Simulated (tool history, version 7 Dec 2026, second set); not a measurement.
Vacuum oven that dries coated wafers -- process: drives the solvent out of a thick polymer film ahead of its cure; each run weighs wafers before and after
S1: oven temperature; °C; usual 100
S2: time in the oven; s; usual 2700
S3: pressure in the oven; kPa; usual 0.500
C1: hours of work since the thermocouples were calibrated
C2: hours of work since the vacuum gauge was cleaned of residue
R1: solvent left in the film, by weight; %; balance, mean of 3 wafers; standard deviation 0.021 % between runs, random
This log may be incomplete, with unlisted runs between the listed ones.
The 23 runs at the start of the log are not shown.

run 24 hour=296.7 | S1=100 S2=1800 S3=0.673 | C1=1513 C2=635 | R1=2.28
run 25 hour=310.1 | S1=100 S2=2640 S3=1.553 | C1=1521 C2=644 | R1=1.52
run 26 hour=323.6 | S1=100 S2=2640 S3=1.553 | C1=1530 C2=652 | R1=1.48
run 27 hour=332.9 | S1=100 S2=2640 S3=1.553 | C1=1536 C2=658 | R1=1.46
run 28 hour=348.8 | S1=95 S2=1800 S3=0.500 | C1=1546 C2=669 | R1=3.89
run 29 hour=360.3 | S1=95 S2=1800 S3=0.500 | C1=1554 C2=676 | R1=3.90
run 30 hour=374.9 | S1=85 S2=3720 S3=0.943 | C1=1563 C2=686 | R1=4.35
run 31 hour=394.8 | S1=87 S2=1680 S3=0.322 | C1=1576 C2=698 | R1=7.46
run 32 hour=410.2 | S1=100 S2=4260 S3=0.824 | C1=1586 C2=708 | R1=0.54
run 33 hour=420.8 | S1=100 S2=4260 S3=0.824 | C1=1593 C2=715 | R1=0.53
run 34 hour=434.5 | S1=100 S2=4260 S3=0.824 | C1=1602 C2=724 | R1=0.54
run 35 hour=447.6 | S1=100 S2=4260 S3=0.824 | C1=1610 C2=733 | R1=0.57
run 36 hour=467.0 | S1=90 S2=2040 S3=0.824 | C1=1623 C2=745 | R1=5.37
run 37 hour=487.2 | S1=102 S2=3660 S3=1.549 | C1=1636 C2=758 | R1=0.85
run 38 hour=498.1 | S1=102 S2=3660 S3=1.549 | C1=1643 C2=765 | R1=0.84
run 39 hour=507.2 | S1=100 S2=1740 S3=1.602 | C1=1649 C2=771 | R1=2.77
run 40 hour=520.2 | S1=113 S2=2580 S3=0.777 | C1=1657 C2=779 | R1=0.28
run 41 hour=529.2 | S1=97 S2=2580 S3=0.777 | C1=1663 C2=785 | R1=1.75
run 42 hour=543.2 | S1=97 S2=3780 S3=0.777 | C1=1672 C2=794 | R1=0.90
run 43 hour=561.7 | S1=97 S2=3780 S3=0.777 | C1=1684 C2=806 | R1=0.91
run 44 hour=576.8 | S1=97 S2=1320 S3=0.281 | C1=1694 C2=816 | R1=4.61

Run 45 is up next; what results do you expect?
run 45 hour=596.5 | S1=97 S2=1320 S3=0.281 | C1=1706 C2=829 | R1=?

R1: 4.58 %
The same run, on a tool lacking any hidden state, would have yielded R1 5.67 %.

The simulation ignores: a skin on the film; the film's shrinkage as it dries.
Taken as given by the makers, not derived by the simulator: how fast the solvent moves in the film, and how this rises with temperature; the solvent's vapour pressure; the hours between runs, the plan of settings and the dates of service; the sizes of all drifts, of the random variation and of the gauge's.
